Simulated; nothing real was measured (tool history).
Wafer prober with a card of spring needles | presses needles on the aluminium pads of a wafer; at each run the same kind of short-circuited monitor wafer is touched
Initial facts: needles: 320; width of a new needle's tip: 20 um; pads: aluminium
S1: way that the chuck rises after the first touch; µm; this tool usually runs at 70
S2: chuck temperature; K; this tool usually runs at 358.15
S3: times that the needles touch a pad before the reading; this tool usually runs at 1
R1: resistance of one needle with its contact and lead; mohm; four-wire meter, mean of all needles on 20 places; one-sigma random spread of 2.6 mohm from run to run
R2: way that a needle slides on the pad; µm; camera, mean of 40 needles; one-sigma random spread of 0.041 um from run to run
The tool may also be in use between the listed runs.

| run | hour | S1 | S2 | S3 | R1 | R2 |
|---|---|---|---|---|---|---|
| 1 | 0 | 70 | 358.15 | 1 | 296 | 15.51 |
|  | 3.4 | tips cleaned on abrasive film |
|  | 18.5 | tips cleaned on abrasive film |
|  | 35.7 | tips cleaned on abrasive film |
| 2 | 35.7 | 70 | 358.15 | 1 | 292 | 15.56 |
|  | 54.5 | tips cleaned on abrasive film |
|  | 73 | tips cleaned on abrasive film |
| 3 | 76 | 70 | 358.15 | 1 | 292 | 15.56 |
|  | 91 | tips cleaned on abrasive film |
|  | 108.3 | tips cleaned on abrasive film |
| 4 | 113.5 | 70 | 358.15 | 1 | 295 | 15.54 |
|  | 124.9 | tips cleaned on abrasive film |
|  | 142.8 | tips cleaned on abrasive film |
|  | 160.7 | tips cleaned on abrasive film |
|  | 176.5 | tips cleaned on abrasive film |
| 5 | 176.5 | 70 | 358.15 | 1 | 289 | 15.53 |
|  | 194.5 | tips cleaned on abrasive film |
|  | 213 | tips cleaned on abrasive film |
| 6 | 220 | 70 | 358.15 | 1 | 294 | 15.59 |
|  | 231.4 | tips cleaned on abrasive film |
|  | 249.3 | tips cleaned on abrasive film |
| 7 | 249.3 | 70 | 358.15 | 1 | 293 | 15.6 |
|  | 264.4 | tips cleaned on abrasive film |
| 8 | 278 | 70 | 358.15 | 1 | 296 | 15.67 |
|  | 281.9 | tips cleaned on abrasive film |
|  | 300 | tips cleaned on abrasive film |
|  | 315.2 | tips cleaned on abrasive film |
|  | 333.8 | tips cleaned on abrasive film |
| 9 | 336.9 | 66 | 358.15 | 1 | 296 | 14.67 |
|  | 351.2 | tips cleaned on abrasive film |
|  | 366.4 | tips cleaned on abrasive film |
|  | 383.4 | tips cleaned on abrasive film |
| 10 | 383.4 | 66 | 358.15 | 1 | 294 | 14.69 |
|  | 398.5 | tips cleaned on abrasive film |
|  | 417.4 | tips cleaned on abrasive film |
| 11 | 427.7 | 70 | 358.15 | 1 | 294 | 15.66 |
|  | 435.3 | tips cleaned on abrasive film |
|  | 446.5 | height of the first contact set anew |
|  | 454.1 | tips cleaned on abrasive film |
|  | 472.2 | tips cleaned on abrasive film |
|  | 490.3 | tips cleaned on abrasive film |
| 12 | 492.3 | 70 | 382.15 | 1 | 297 | 15.67 |
|  | 507 | tips cleaned on abrasive film |
|  | 523.8 | tips cleaned on abrasive film |
|  | 541.9 | tips cleaned on abrasive film |
| 13 | 544.2 | 70 | 382.15 | 1 | 302 | 15.65 |
|  | 559.4 | tips cleaned on abrasive film |
|  | 578.2 | tips cleaned on abrasive film |
| 14 | 578.9 | 70 | 382.15 | 1 | 297 | 15.67 |
|  | 593.5 | tips cleaned on abrasive film |
|  | 611.5 | tips cleaned on abrasive film |
|  | 629.7 | tips cleaned on abrasive film |
| 15 | 629.7 | 70 | 322.15 | 1 | 280 | 15.74 |
|  | 648.6 | tips cleaned on abrasive film |
| 16 | 662.9 | 77 | 322.15 | 1 | 281 | 17.22 |
|  | 666.4 | tips cleaned on abrasive film |
|  | 683.4 | tips cleaned on abrasive film |
|  | 702 | tips cleaned on abrasive film |
| 17 | 715.1 | 70 | 358.15 | 2 | 294 | 15.61 |
|  | 718.7 | tips cleaned on abrasive film |
|  | 733.8 | tips cleaned on abrasive film |
|  | 752.1 | tips cleaned on abrasive film |
| 18 | 761.6 | 53 | 345.15 | 2 | 300 | 11.94 |
|  | 769.2 | tips cleaned on abrasive film |
|  | 787.9 | tips cleaned on abrasive film |
| 19 | 802.3 | 50 | 319.15 | 1 | 289 | 11.24 |
|  | 806.2 | tips cleaned on abrasive film |
|  | 821.3 | tips cleaned on abrasive film |
|  | 839.6 | tips cleaned on abrasive film |
|  | 854.8 | tips cleaned on abrasive film |
| 20 | 867 | 55 | 299.15 | 1 | 280 | 12.37 |
|  | 870.8 | tips cleaned on abrasive film |
|  | 888.8 | tips cleaned on abrasive film |
|  | 904 | tips cleaned on abrasive film |
| 21 | 904 | 80 | 337.15 | 3 | 284 | 17.93 |
|  | 922 | tips cleaned on abrasive film |
|  | 940.7 | tips cleaned on abrasive film |
| 22 | 949.9 | 80 | 337.15 | 3 | 284 | 18.04 |
|  | 956.7 | tips cleaned on abrasive film |
|  | 974.7 | tips cleaned on abrasive film |
| 23 | 978.3 | 80 | 337.15 | 3 | 282 | 18.07 |
|  | 992.6 | tips cleaned on abrasive film |
|  | 1011.2 | tips cleaned on abrasive film |
| 24 | 1018.6 | 70 | 303.15 | 1 | 282 | 15.78 |
|  | 1028.9 | tips cleaned on abrasive film |
|  | 1029.2 | height of the first contact set anew |
|  | 1047.9 | tips cleaned on abrasive film |
|  | 1066.1 | tips cleaned on abrasive film |
| 25 | 1074.5 | 75 | 326.15 | 1 | 278 | 16.94 |
|  | 1081.9 | tips cleaned on abrasive film |
|  | 1100.2 | tips cleaned on abrasive film |
|  | 1115.3 | tips cleaned on abrasive film |
| 26 | 1128.3 | 78 | 346.15 | 1 | 284 | 17.62 |
|  | 1132.1 | tips cleaned on abrasive film |
|  | 1147.3 | tips cleaned on abrasive film |
|  | 1165.3 | tips cleaned on abrasive film |
|  | 1183.4 | tips cleaned on abrasive film |
| 27 | 1192.9 | 78 | 346.15 | 2 | 284 | 17.67 |
|  | 1200.5 | tips cleaned on abrasive film |
|  | 1218.6 | tips cleaned on abrasive film |
|  | 1237.1 | tips cleaned on abrasive film |
|  | 1255.4 | tips cleaned on abrasive film |
| 28 | 1258 | 81 | 382.15 | 2 | 299 | 18.3 |
|  | 1272.5 | tips cleaned on abrasive film |
|  | 1290.2 | tips cleaned on abrasive film |
|  | 1308.2 | tips cleaned on abrasive film |
| 29 | 1318.5 | 81 | 382.15 | 2 | 298 | 18.35 |

Difference, measured minus no-hidden-state, one row per run. Run-to-run variation is common to both terms; the gauge's own scatter need not be:
The hidden state here: debris on the tips, nm; way that the needles fall short of the set height, um; tips' diameter, um; drift of the gauge itself on contact_mohm, %; drift of the gauge itself on scrub_um, %.
| run | R2 |
|---|---|
| 1 | +0 |
| 2 | +0.01 |
| 3 | +0.02 |
| 4 | +0.03 |
| 5 | +0.04 |
| 6 | +0.05 |
| 7 | +0.06 |
| 8 | +0.06 |
| 9 | +0.07 |
| 10 | +0.08 |
| 11 | +0.1 |
| 12 | +0.11 |
| 13 | +0.13 |
| 14 | +0.13 |
| 15 | +0.15 |
| 16 | +0.17 |
| 17 | +0.16 |
| 18 | +0.13 |
| 19 | +0.13 |
| 20 | +0.16 |
| 21 | +0.24 |
| 22 | +0.25 |
| 23 | +0.25 |
| 24 | +0.23 |
| 25 | +0.26 |
| 26 | +0.28 |
| 27 | +0.3 |
| 28 | +0.33 |
| 29 | +0.35 |
R1: within 1 mohm of the measured result in every run.
